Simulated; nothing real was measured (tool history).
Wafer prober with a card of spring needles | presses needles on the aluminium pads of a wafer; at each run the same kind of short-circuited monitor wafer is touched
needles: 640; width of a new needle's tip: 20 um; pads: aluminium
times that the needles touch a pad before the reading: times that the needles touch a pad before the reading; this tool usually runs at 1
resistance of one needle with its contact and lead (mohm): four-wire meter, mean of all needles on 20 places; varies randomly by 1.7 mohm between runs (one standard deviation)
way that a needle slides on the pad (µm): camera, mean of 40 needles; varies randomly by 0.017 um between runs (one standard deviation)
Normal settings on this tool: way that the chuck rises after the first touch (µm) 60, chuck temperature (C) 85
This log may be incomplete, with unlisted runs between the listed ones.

| run | hour | way that the chuck rises after the first touch (µm) | chuck temperature (C) | times that the needles touch a pad before the reading | resistance of one needle with its contact and lead (mohm) | way that a needle slides on the pad (µm) |
|---|---|---|---|---|---|---|
| 1 | 0 | 60 | 85 | 1 | 174 | 13.8 |
| 2 | 11.2 | 60 | 85 | 1 | 174 | 13.78 |
|  | 26.5 | tips cleaned on abrasive film |
| 3 | 29.3 | 60 | 85 | 1 | 176 | 13.8 |
|  | 30.6 | height of the first contact set anew |
| 4 | 40.4 | 60 | 85 | 1 | 175 | 13.78 |
| 5 | 50.7 | 60 | 85 | 1 | 174 | 13.79 |
|  | 52.9 | tips cleaned on abrasive film |
| 6 | 62.7 | 60 | 85 | 1 | 172 | 13.83 |
| 7 | 76.2 | 60 | 85 | 1 | 175 | 13.8 |
|  | 80.2 | tips cleaned on abrasive film |
| 8 | 94.7 | 60 | 85 | 1 | 175 | 13.85 |
|  | 106.2 | tips cleaned on abrasive film |
| 9 | 113 | 60 | 85 | 1 | 174 | 13.85 |
| 10 | 125.6 | 60 | 85 | 1 | 174 | 13.86 |
|  | 133.2 | tips cleaned on abrasive film |
| 11 | 144.1 | 60 | 85 | 1 | 177 | 13.88 |
| 12 | 154.4 | 64 | 85 | 1 | 173 | 14.81 |
|  | 159.7 | tips cleaned on abrasive film |
| 13 | 171.8 | 64 | 85 | 1 | 172 | 14.8 |
|  | 185.9 | tips cleaned on abrasive film |
| 14 | 191.8 | 64 | 85 | 2 | 171 | 14.81 |
| 15 | 201.7 | 64 | 85 | 2 | 171 | 14.84 |
|  | 212.3 | tips cleaned on abrasive film |
| 16 | 219.2 | 64 | 85 | 2 | 175 | 14.86 |
| 17 | 237.9 | 40 | 85 | 1 | 187 | 9.29 |
|  | 239.6 | tips cleaned on abrasive film |
| 18 | 248.6 | 79 | 90 | 1 | 172 | 18.32 |
|  | 266 | tips cleaned on abrasive film |
| 19 | 268 | 69 | 85 | 1 | 172 | 16.03 |
| 20 | 285.9 | 48 | 88 | 2 | 183 | 11.18 |
|  | 292.6 | tips cleaned on abrasive film |
| 21 | 297.5 | 50 | 35 | 2 | 167 | 11.64 |
| 22 | 308.6 | 44 | 82 | 1 | 184 | 10.27 |

Predict the results of run 23:
|  | 318.4 | tips cleaned on abrasive film |
| 23 | 321.8 | 42 | 29 | 1 | ? | ? |

Run 23 came out at resistance of one needle with its contact and lead (mohm) 171, way that a needle slides on the pad (µm) 9.79.
Without the tool's hidden state the same run would have given resistance of one needle with its contact and lead (mohm) 171, way that a needle slides on the pad (µm) 9.65.
